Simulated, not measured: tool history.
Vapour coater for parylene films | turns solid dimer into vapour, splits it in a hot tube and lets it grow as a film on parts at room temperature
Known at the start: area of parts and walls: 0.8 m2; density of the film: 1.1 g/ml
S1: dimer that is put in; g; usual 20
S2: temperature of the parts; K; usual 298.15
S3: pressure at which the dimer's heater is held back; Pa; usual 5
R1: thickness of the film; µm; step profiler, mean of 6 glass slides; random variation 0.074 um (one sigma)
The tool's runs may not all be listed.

| run | hour | S1 | S2 | S3 | R1 |
|---|---|---|---|---|---|
| 1 | 0 | 20 | 298.15 | 5 | 9.38 |
| 2 | 48.1 | 20 | 298.15 | 5 | 9.13 |
|  | 72.9 | trap's valve overhauled |
| 3 | 118 | 31 | 298.15 | 5 | 15.07 |
| 4 | 150.6 | 19 | 298.15 | 5 | 9.28 |
| 5 | 193.7 | 20 | 298.15 | 5 | 9.62 |
| 6 | 258.5 | 20 | 298.15 | 5 | 9.43 |
| 7 | 301.3 | 20 | 298.15 | 5.31 | 9.16 |
| 8 | 350.9 | 20 | 298.15 | 5 | 9.2 |
| 9 | 382.1 | 20 | 298.15 | 5 | 9.18 |
|  | 422.8 | trap's valve overhauled |
| 10 | 443.6 | 20 | 298.15 | 5 | 9.83 |
| 11 | 499 | 29 | 298.15 | 5 | 13.75 |
| 12 | 529.1 | 20 | 298.15 | 2.49 | 10.33 |
| 13 | 576.6 | 20 | 298.15 | 5 | 9.5 |
| 14 | 610.2 | 20 | 298.15 | 5 | 9.3 |
| 15 | 676.7 | 20 | 298.15 | 5 | 9.29 |
| 16 | 728.6 | 15 | 309.15 | 5 | 3.98 |
| 17 | 756.2 | 19 | 306.15 | 5 | 5.75 |
|  | 769.6 | trap's valve overhauled |
| 18 | 826.2 | 20 | 298.15 | 2.65 | 10.42 |
| 19 | 877.7 | 20 | 298.15 | 2.65 | 10.42 |
| 20 | 936 | 20 | 298.15 | 2.65 | 10.25 |
| 21 | 995.1 | 30 | 295.15 | 11.12 | 14.71 |
| 22 | 1034.1 | 8 | 291.15 | 2.44 | 5.61 |
| 23 | 1069.8 | 8 | 291.15 | 2.44 | 5.53 |

The next listed run, before its measurement:
|  | 1117.3 | trap's valve overhauled |
| 24 | 1138.4 | 10 | 310.15 | 2.44 | ? |

{"run 24": {"R1": 2.95}}
Without the tool's hidden state the same run would have given R1 3.11 µm.
